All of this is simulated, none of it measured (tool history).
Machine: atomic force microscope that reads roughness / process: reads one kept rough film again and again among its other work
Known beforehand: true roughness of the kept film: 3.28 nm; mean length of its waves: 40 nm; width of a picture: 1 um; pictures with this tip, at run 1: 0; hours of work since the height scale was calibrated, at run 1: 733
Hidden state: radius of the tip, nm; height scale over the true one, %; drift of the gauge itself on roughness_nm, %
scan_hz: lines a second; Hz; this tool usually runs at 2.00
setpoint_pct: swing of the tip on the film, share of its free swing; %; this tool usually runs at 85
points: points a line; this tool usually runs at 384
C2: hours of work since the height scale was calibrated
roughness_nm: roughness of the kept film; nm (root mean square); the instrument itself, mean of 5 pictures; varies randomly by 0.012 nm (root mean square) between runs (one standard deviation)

run 1 hour=0.0 | scan_hz=2.00 setpoint_pct=85 points=384 | pictures_with_this_tip=0 C2=733 | roughness_nm=2.829
run 2 hour=25.8 | scan_hz=2.00 setpoint_pct=65 points=384 | pictures_with_this_tip=55 C2=749 | roughness_nm=2.936
run 3 hour=52.1 | scan_hz=2.00 setpoint_pct=65 points=384 | pictures_with_this_tip=110 C2=766 | roughness_nm=2.963
-- hour=69.8 new tip fitted
run 4 hour=75.4 | scan_hz=2.00 setpoint_pct=65 points=384 | pictures_with_this_tip=12 C2=780 | roughness_nm=2.967
run 5 hour=94.3 | scan_hz=2.00 setpoint_pct=65 points=384 | pictures_with_this_tip=52 C2=792 | roughness_nm=2.958
run 6 hour=121.8 | scan_hz=2.00 setpoint_pct=65 points=384 | pictures_with_this_tip=110 C2=809 | roughness_nm=2.945
-- hour=140.0 new tip fitted
run 7 hour=148.2 | scan_hz=2.00 setpoint_pct=65 points=868 | pictures_with_this_tip=17 C2=826 | roughness_nm=2.970
run 8 hour=167.0 | scan_hz=2.00 setpoint_pct=65 points=868 | pictures_with_this_tip=57 C2=837 | roughness_nm=2.967
run 9 hour=181.2 | scan_hz=2.00 setpoint_pct=65 points=868 | pictures_with_this_tip=87 C2=846 | roughness_nm=2.986
run 10 hour=203.1 | scan_hz=2.00 setpoint_pct=65 points=868 | pictures_with_this_tip=133 C2=860 | roughness_nm=2.970
-- hour=208.7 new tip fitted
run 11 hour=224.8 | scan_hz=2.00 setpoint_pct=65 points=868 | pictures_with_this_tip=34 C2=874 | roughness_nm=2.959
run 12 hour=241.6 | scan_hz=2.00 setpoint_pct=65 points=868 | pictures_with_this_tip=70 C2=884 | roughness_nm=2.939
run 13 hour=258.8 | scan_hz=2.48 setpoint_pct=85 points=384 | pictures_with_this_tip=106 C2=895 | roughness_nm=2.782
run 14 hour=273.0 | scan_hz=2.48 setpoint_pct=85 points=384 | pictures_with_this_tip=136 C2=904 | roughness_nm=2.775
-- hour=277.8 new tip fitted
run 15 hour=293.3 | scan_hz=2.48 setpoint_pct=85 points=384 | pictures_with_this_tip=33 C2=916 | roughness_nm=2.803
run 16 hour=314.6 | scan_hz=2.00 setpoint_pct=85 points=384 | pictures_with_this_tip=78 C2=930 | roughness_nm=2.833
run 17 hour=335.7 | scan_hz=2.00 setpoint_pct=85 points=384 | pictures_with_this_tip=122 C2=943 | roughness_nm=2.824
-- hour=346.5 new tip fitted
run 18 hour=362.1 | scan_hz=2.00 setpoint_pct=85 points=384 | pictures_with_this_tip=33 C2=960 | roughness_nm=2.820
run 19 hour=391.4 | scan_hz=2.00 setpoint_pct=85 points=384 | pictures_with_this_tip=95 C2=978 | roughness_nm=2.823
run 20 hour=405.9 | scan_hz=2.00 setpoint_pct=85 points=384 | pictures_with_this_tip=126 C2=987 | roughness_nm=2.825
-- hour=416.2 new tip fitted
run 21 hour=428.2 | scan_hz=1.05 setpoint_pct=85 points=384 | pictures_with_this_tip=26 C2=1001 | roughness_nm=2.916
run 22 hour=450.2 | scan_hz=1.05 setpoint_pct=85 points=384 | pictures_with_this_tip=72 C2=1015 | roughness_nm=2.921
run 23 hour=463.0 | scan_hz=1.05 setpoint_pct=85 points=384 | pictures_with_this_tip=99 C2=1023 | roughness_nm=2.904
-- hour=484.3 new tip fitted
run 24 hour=490.4 | scan_hz=2.00 setpoint_pct=68 points=384 | pictures_with_this_tip=13 C2=1040 | roughness_nm=2.908
run 25 hour=508.5 | scan_hz=2.39 setpoint_pct=68 points=384 | pictures_with_this_tip=51 C2=1051 | roughness_nm=2.911
run 26 hour=534.2 | scan_hz=0.54 setpoint_pct=85 points=384 | pictures_with_this_tip=106 C2=1068 | roughness_nm=2.984
-- hour=553.0 new tip fitted
run 27 hour=560.1 | scan_hz=0.55 setpoint_pct=85 points=490 | pictures_with_this_tip=15 C2=1084 | roughness_nm=2.994
run 28 hour=573.5 | scan_hz=0.59 setpoint_pct=86 points=490 | pictures_with_this_tip=44 C2=1092 | roughness_nm=2.968
run 29 hour=598.0 | scan_hz=1.86 setpoint_pct=60 points=368 | pictures_with_this_tip=95 C2=1108 | roughness_nm=2.981
run 30 hour=612.2 | scan_hz=1.82 setpoint_pct=62 points=875 | pictures_with_this_tip=125 C2=1116 | roughness_nm=2.970
-- hour=621.7 new tip fitted
run 31 hour=631.7 | scan_hz=0.66 setpoint_pct=85 points=863 | pictures_with_this_tip=22 C2=1128 | roughness_nm=2.967
run 32 hour=652.9 | scan_hz=1.03 setpoint_pct=90 points=765 | pictures_with_this_tip=67 C2=1142 | roughness_nm=2.898
run 33 hour=671.1 | scan_hz=1.03 setpoint_pct=90 points=765 | pictures_with_this_tip=105 C2=1153 | roughness_nm=2.896
run 34 hour=684.3 | scan_hz=1.03 setpoint_pct=90 points=765 | pictures_with_this_tip=133 C2=1162 | roughness_nm=2.915
-- hour=690.1 new tip fitted
run 35 hour=712.7 | scan_hz=0.79 setpoint_pct=76 points=384 | pictures_with_this_tip=48 C2=1179 | roughness_nm=2.957
run 36 hour=727.6 | scan_hz=0.79 setpoint_pct=76 points=384 | pictures_with_this_tip=79 C2=1189 | roughness_nm=2.980
run 37 hour=741.3 | scan_hz=0.79 setpoint_pct=76 points=384 | pictures_with_this_tip=108 C2=1197 | roughness_nm=2.994
-- hour=758.1 new tip fitted
run 38 hour=767.2 | scan_hz=1.28 setpoint_pct=76 points=384 | pictures_with_this_tip=19 C2=1213 | roughness_nm=2.951
run 39 hour=792.7 | scan_hz=1.11 setpoint_pct=76 points=363 | pictures_with_this_tip=73 C2=1229 | roughness_nm=2.949
run 40 hour=823.0 | scan_hz=1.34 setpoint_pct=69 points=988 | pictures_with_this_tip=137 C2=1249 | roughness_nm=2.979
-- hour=826.9 new tip fitted
run 41 hour=853.7 | scan_hz=1.34 setpoint_pct=69 points=988 | pictures_with_this_tip=57 C2=1268 | roughness_nm=2.968
run 42 hour=867.1 | scan_hz=0.51 setpoint_pct=60 points=988 | pictures_with_this_tip=85 C2=1276 | roughness_nm=3.014
run 43 hour=890.6 | scan_hz=0.51 setpoint_pct=82 points=832 | pictures_with_this_tip=135 C2=1291 | roughness_nm=2.986
-- hour=895.8 new tip fitted
run 44 hour=914.1 | scan_hz=1.21 setpoint_pct=74 points=457 | pictures_with_this_tip=38 C2=1305 | roughness_nm=2.939
run 45 hour=931.6 | scan_hz=1.21 setpoint_pct=74 points=457 | pictures_with_this_tip=75 C2=1316 | roughness_nm=2.931
run 46 hour=947.6 | scan_hz=0.69 setpoint_pct=84 points=384 | pictures_with_this_tip=109 C2=1327 | roughness_nm=2.976
-- hour=965.0 new tip fitted
run 47 hour=965.0 | scan_hz=0.69 setpoint_pct=84 points=384 | pictures_with_this_tip=0 C2=1337 | roughness_nm=2.955
run 48 hour=980.3 | scan_hz=1.68 setpoint_pct=71 points=384 | pictures_with_this_tip=32 C2=1347 | roughness_nm=2.944
run 49 hour=999.4 | scan_hz=2.17 setpoint_pct=68 points=829 | pictures_with_this_tip=73 C2=1359 | roughness_nm=2.900
run 50 hour=1013.6 | scan_hz=1.74 setpoint_pct=67 points=869 | pictures_with_this_tip=103 C2=1368 | roughness_nm=2.988
-- hour=1033.8 new tip fitted
run 51 hour=1045.2 | scan_hz=1.74 setpoint_pct=67 points=869 | pictures_with_this_tip=24 C2=1388 | roughness_nm=2.964
run 52 hour=1066.9 | scan_hz=3.22 setpoint_pct=87 points=524 | pictures_with_this_tip=70 C2=1401 | roughness_nm=2.720

What differs in the tool's unlogged condition from the final listed run ahead of each entry between runs to the first listed run following it?
Runs 3 to 4: new tip fitted (hour 69.8)
  radius of the tip, nm: 10.3 -> 10
Runs 6 to 7: new tip fitted (hour 140.0)
  radius of the tip, nm: 10.3 -> 10.1
Runs 10 to 11: new tip fitted (hour 208.7)
  radius of the tip, nm: 10.4 -> 10.1
Runs 14 to 15: new tip fitted (hour 277.8)
  radius of the tip, nm: 10.4 -> 10.1
Runs 17 to 18: new tip fitted (hour 346.5)
  radius of the tip, nm: 10.3 -> 10.1
Runs 20 to 21: new tip fitted (hour 416.2)
  radius of the tip, nm: 10.3 -> 10.1
Runs 23 to 24: new tip fitted (hour 484.3)
  radius of the tip, nm: 10.3 -> 10
Runs 26 to 27: new tip fitted (hour 553.0)
  radius of the tip, nm: 10.3 -> 10.1
Runs 30 to 31: new tip fitted (hour 621.7)
  radius of the tip, nm: 10.4 -> 10.1
Runs 34 to 35: new tip fitted (hour 690.1)
  radius of the tip, nm: 10.4 -> 10.1
Runs 37 to 38: new tip fitted (hour 758.1)
  radius of the tip, nm: 10.3 -> 10.1
Runs 40 to 41: new tip fitted (hour 826.9)
  radius of the tip, nm: 10.4 -> 10.2
Runs 43 to 44: new tip fitted (hour 895.8)
  radius of the tip, nm: 10.4 -> 10.1
Runs 46 to 47: new tip fitted (hour 965.0)
  radius of the tip, nm: 10.3 -> 10
Runs 50 to 51: new tip fitted (hour 1033.8)
  radius of the tip, nm: 10.3 -> 10.1; height scale over the true one, %: 0.03 -> 0.04
